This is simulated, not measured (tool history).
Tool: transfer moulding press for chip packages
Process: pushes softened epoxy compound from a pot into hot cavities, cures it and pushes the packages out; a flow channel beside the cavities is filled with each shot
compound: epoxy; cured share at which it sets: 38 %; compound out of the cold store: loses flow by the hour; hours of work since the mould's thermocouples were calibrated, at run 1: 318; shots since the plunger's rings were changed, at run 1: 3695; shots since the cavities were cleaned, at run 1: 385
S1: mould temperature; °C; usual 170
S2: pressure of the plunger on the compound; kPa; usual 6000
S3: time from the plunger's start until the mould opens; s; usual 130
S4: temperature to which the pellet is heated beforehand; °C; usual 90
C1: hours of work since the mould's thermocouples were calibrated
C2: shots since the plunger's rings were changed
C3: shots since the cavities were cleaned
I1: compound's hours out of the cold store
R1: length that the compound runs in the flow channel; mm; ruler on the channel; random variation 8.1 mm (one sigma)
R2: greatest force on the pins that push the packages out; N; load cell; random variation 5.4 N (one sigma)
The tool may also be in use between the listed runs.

| run | hour | S1 | S2 | S3 | S4 | C1 | C2 | C3 | I1 | R1 | R2 |
|---|---|---|---|---|---|---|---|---|---|---|---|
| 1 | 0.0 | 170 | 6000 | 130 | 90 | 318 | 3695 | 385 | 17.3 | 906 | 266 |
| 2 | 10.9 | 170 | 6000 | 130 | 90 | 324 | 3785 | 475 | 36.2 | 869 | 268 |
| 3 | 17.4 | 170 | 6000 | 130 | 90 | 328 | 3838 | 528 | 36.5 | 878 | 274 |
| 4 | 32.3 | 170 | 6000 | 130 | 90 | 337 | 3961 | 651 | 12.4 | 912 | 292 |
| 5 | 41.9 | 170 | 6000 | 130 | 99 | 343 | 4040 | 730 | 18.4 | 908 | 290 |
| 6 | 50.8 | 170 | 6730 | 130 | 90 | 348 | 4113 | 803 | 14.9 | 947 | 298 |
|  | 62.2 | cavities cleaned with cleaning compound and waxed |
| 7 | 63.3 | 170 | 4610 | 130 | 90 | 355 | 4204 | 9 | 11.5 | 805 | 190 |
| 8 | 70.7 | 170 | 6000 | 130 | 90 | 359 | 4265 | 70 | 35.2 | 860 | 198 |
| 9 | 83.9 | 170 | 6000 | 130 | 90 | 367 | 4374 | 179 | 27.5 | 889 | 234 |
| 10 | 90.1 | 170 | 6000 | 130 | 90 | 371 | 4425 | 230 | 16.9 | 916 | 232 |
|  | 98.3 | plunger's sealing rings changed |
| 11 | 101.3 | 170 | 6000 | 130 | 89 | 376 | 25 | 302 | 20.3 | 971 | 247 |
| 12 | 108.5 | 170 | 6000 | 130 | 89 | 380 | 84 | 361 | 39.0 | 927 | 251 |
| 13 | 115.9 | 170 | 6000 | 130 | 90 | 385 | 145 | 422 | 33.8 | 925 | 254 |
| 14 | 129.8 | 170 | 6000 | 130 | 90 | 393 | 260 | 537 | 12.2 | 962 | 274 |
| 15 | 143.3 | 170 | 6000 | 130 | 90 | 401 | 371 | 648 | 27.7 | 922 | 288 |

The next listed run, before its measurement:
| 16 | 157.3 | 164 | 5390 | 112 | 85 | 410 | 487 | 764 | 47.5 | ? | ? |

R1: 877 mm
R2: 515 N
Without the tool's hidden state the same run would have given R1 885 mm, R2 317 N.

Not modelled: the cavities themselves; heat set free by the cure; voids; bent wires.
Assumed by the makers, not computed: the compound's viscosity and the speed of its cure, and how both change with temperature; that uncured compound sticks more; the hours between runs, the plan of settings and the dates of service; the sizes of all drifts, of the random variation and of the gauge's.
